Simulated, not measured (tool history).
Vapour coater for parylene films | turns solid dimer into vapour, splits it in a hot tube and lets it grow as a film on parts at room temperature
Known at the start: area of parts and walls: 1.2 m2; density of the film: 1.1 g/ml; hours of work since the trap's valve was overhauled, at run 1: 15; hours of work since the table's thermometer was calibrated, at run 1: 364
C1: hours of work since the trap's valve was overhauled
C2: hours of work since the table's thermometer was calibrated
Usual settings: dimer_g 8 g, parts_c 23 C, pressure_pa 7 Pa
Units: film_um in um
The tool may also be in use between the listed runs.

Run 1, day 0: usual settings; C1 15; C2 364. Result: film_um 4.08 um.
Run 2, day 1.038: usual settings; C1 28; C2 378. Result: film_um 4.01 um.
Run 3, day 1.954: usual settings; C1 40; C2 389. Result: film_um 4.05 um.
Run 4, day 2.671: usual settings; C1 50; C2 399. Result: film_um 4.02 um.
Run 5, day 3.25: usual settings but parts_c 25 C; C1 57; C2 406. Result: film_um 3.75 um.
Run 6, day 4: usual settings; C1 67; C2 416. Result: film_um 3.98 um.
Run 7, day 4.767: usual settings but dimer_g 6 g; C1 76; C2 425. Result: film_um 2.89 um.
Run 8, day 5.725: usual settings but dimer_g 6 g; C1 89; C2 438. Result: film_um 3 um.
Run 9, day 6.362: usual settings but dimer_g 6 g, pressure_pa 3.34 Pa; C1 97; C2 446. Result: film_um 3.01 um.
Run 10, day 6.867: usual settings; C1 104; C2 453. Result: film_um 3.87 um.
Run 11, day 7.662: usual settings but dimer_g 11 g; C1 114; C2 463. Result: film_um 5.31 um.
Run 12, day 8.483: usual settings; C1 124; C2 473. Result: film_um 3.8 um.
Run 13, day 9.233: usual settings; C1 134; C2 483. Result: film_um 3.82 um.
Run 14, day 10.158: usual settings but parts_c 28 C; C1 146; C2 495. Result: film_um 3.32 um.
Run 15, day 10.938: usual settings but parts_c 28 C; C1 156; C2 505. Result: film_um 3.21 um.
Run 16, day 11.933: usual settings but parts_c 26 C; C1 169; C2 518. Result: film_um 3.33 um.
Run 17, day 12.496: usual settings but parts_c 26 C; C1 176; C2 525. Result: film_um 3.4 um.
Run 18, day 13.229: usual settings but parts_c 26 C, pressure_pa 11.23 Pa; C1 185; C2 534. Result: film_um 3.29 um.
Run 19, day 13.708: usual settings but parts_c 34 C, pressure_pa 2.67 Pa; C1 191; C2 541. Result: film_um 2.75 um.
Run 20, day 14.512: usual settings but parts_c 34 C, pressure_pa 2.67 Pa; C1 202; C2 551. Result: film_um 2.73 um.
Run 21, day 14.933: usual settings but dimer_g 3 g, parts_c 27 C, pressure_pa 7.43 Pa; C1 207; C2 556. Result: film_um 1.21 um.
Run 22, day 15.608: usual settings but parts_c 19 C, pressure_pa 5.16 Pa; C1 216; C2 565. Result: film_um 4.22 um.
Run 23, day 16.617: usual settings but pressure_pa 9.99 Pa; C1 229; C2 578. Result: film_um 3.52 um.
At day 17.475: trap's valve overhauled.
Run 24, day 17.517: usual settings but pressure_pa 3.56 Pa; C1 1; C2 587. Result: film_um 4.29 um.
Run 25, day 17.988: usual settings but dimer_g 5 g, pressure_pa 3.56 Pa; C1 7; C2 594. Result: film_um 2.66 um.
Run 26, day 18.767: usual settings but dimer_g 12 g, parts_c 19 C, pressure_pa 8.97 Pa; C1 17; C2 604. Result: film_um 6.69 um.
Run 27, day 19.467: usual settings but dimer_g 5 g, parts_c 29 C, pressure_pa 3.75 Pa; C1 26; C2 613. Result: film_um 2.17 um.
Run 28, day 20.396: usual settings but dimer_g 6 g, pressure_pa 4.73 Pa; C1 38; C2 624. Result: film_um 3.09 um.
Run 29, day 20.838: usual settings but parts_c 18 C, pressure_pa 7.91 Pa; C1 43; C2 630. Result: film_um 4.56 um.
Run 30, day 21.283: usual settings but parts_c 18 C, pressure_pa 9 Pa; C1 49; C2 636. Result: film_um 4.59 um.
Run 31, day 22.025: usual settings but parts_c 18 C, pressure_pa 9 Pa; C1 59; C2 645. Result: film_um 4.48 um.
Run 32, day 22.492: usual settings but parts_c 18 C, pressure_pa 9 Pa; C1 65; C2 651. Result: film_um 4.5 um.
Run 33, day 23.35: usual settings but parts_c 18 C, pressure_pa 9 Pa; C1 76; C2 663. Result: film_um 4.51 um.
Run 34, day 24.271: usual settings but parts_c 18 C, pressure_pa 9 Pa; C1 87; C2 674. Result: film_um 4.47 um.
Run 35, day 25.062: usual settings but parts_c 22 C, pressure_pa 2.33 Pa; C1 98; C2 685. Result: film_um 4.39 um.
Run 36, day 25.554: usual settings but parts_c 22 C, pressure_pa 2.33 Pa; C1 104; C2 691. Result: film_um 4.26 um.

Hidden state at the last listed run before each entry between runs and at the first one after, where it differs:
Between runs 23 and 24: trap's valve overhauled (day 17.475)
  vapour lost through the trap's worn valve, %: 11.9 -> 0.6
  measured less the result without the state, film_um: -0.52 -> -0.07 um

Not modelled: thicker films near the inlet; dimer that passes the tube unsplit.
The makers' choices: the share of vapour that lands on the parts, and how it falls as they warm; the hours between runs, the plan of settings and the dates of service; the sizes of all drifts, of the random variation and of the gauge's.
